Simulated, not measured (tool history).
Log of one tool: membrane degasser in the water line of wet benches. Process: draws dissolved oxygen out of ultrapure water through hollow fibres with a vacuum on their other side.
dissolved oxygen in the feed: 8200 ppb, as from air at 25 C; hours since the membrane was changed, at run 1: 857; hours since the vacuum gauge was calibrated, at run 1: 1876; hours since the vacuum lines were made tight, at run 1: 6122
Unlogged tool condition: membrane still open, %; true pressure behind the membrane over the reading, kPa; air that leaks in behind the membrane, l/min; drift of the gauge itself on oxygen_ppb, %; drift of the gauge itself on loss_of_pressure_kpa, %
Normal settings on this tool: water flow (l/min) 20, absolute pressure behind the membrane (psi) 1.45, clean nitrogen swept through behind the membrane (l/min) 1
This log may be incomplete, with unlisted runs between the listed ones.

run	hour	water flow (l/min)	absolute pressure behind the membrane (psi)	clean nitrogen swept through behind the membrane (l/min)	hours since the membrane was changed	hours since the vacuum gauge was calibrated	hours since the vacuum lines were made tight	dissolved oxygen in the water behind the degasser (ppb)	pressure that the water loses in the fibres (psi)
1	0	20	1.45	1	857	1876	6122	364.8	8.425
2	42.4	20	1.45	1	899	1918	6165	356.1	8.412
3	73.4	20	1.45	1	930	1949	6196	366.5	8.38
4	103.1	20	1.74	1	960	1979	6226	452.4	8.419
5	143.6	20	1.74	1	1000	2020	6266	448	8.386
6	205.5	20	1.74	1	1062	2082	6328	440.6	8.415
7	245.5	20	1.74	1	1102	2121	6368	437.2	8.419
8	276.6	14	1.45	1	1133	2153	6399	237.9	5.889
9	307.8	14	1.45	1	1165	2184	6430	236.5	5.936
10	340.3	20	1.26	1	1197	2216	6463	308.7	8.441
11	394.8	20	1.26	1	1252	2271	6517	306.3	8.328
12	434.9	20	1.89	1	1292	2311	6557	483.6	8.386
13	493.5	20	1.89	1	1350	2369	6616	479.6	8.398
14	528.2	20	1.89	1	1385	2404	6651	483.7	8.389
15	569.4	20	1.89	1	1426	2445	6692	490.9	8.367
16	605.8	14	3.21	1	1463	2482	6728	588	5.89
17	638.3	20	1.12	0.76	1495	2514	6761	315	8.393
18	666.5	18	3.21	1	1523	2543	6789	751.7	7.485
19	712.8	18	3.21	1	1570	2589	6835	745.3	7.443
20	751	20	1.45	0.43	1608	2627	6873	642.7	8.386
21	779.7	28	1.58	0.88	1637	2656	6902	643.8	11.647
22	809.5	20	1.45	1.43	1666	2686	6932	282.9	8.359
23	858	20	1.45	1.43	1715	2734	6980	287.1	8.296
24	887.6	20	1.99	0.67	1744	2764	7010	671.4	8.374
25	942.8	14	1.45	2.67	1800	2819	7065	107.2	5.804
26	987.7	14	1.51	1.15	1845	2864	7110	221.7	5.858
27	1037.7	18	2.29	0.43	1895	2914	7160	992.3	7.449
28	1074	15	1.46	2.03	1931	2950	7196	147.3	6.205

Some steps in pressure that the water loses in the fibres (psi) between neighbouring runs. How much of each would the tool show without its hidden state too (settings, what came in, random variation), and how much is left for the hidden state, with any gauge scatter that isn't in both results?
Run 20 -> 21: water flow (l/min) 20 -> 28, absolute pressure behind the membrane (psi) 1.45 -> 1.58, clean nitrogen swept through behind the membrane (l/min) 0.43 -> 0.88. pressure that the water loses in the fibres (psi) +3.26: hidden state -0.046, all else +3.307.
Run 21 -> 22: water flow (l/min) 28 -> 20, absolute pressure behind the membrane (psi) 1.58 -> 1.45, clean nitrogen swept through behind the membrane (l/min) 0.88 -> 1.43. pressure that the water loses in the fibres (psi) -3.288: hidden state +0.041, all else -3.329.
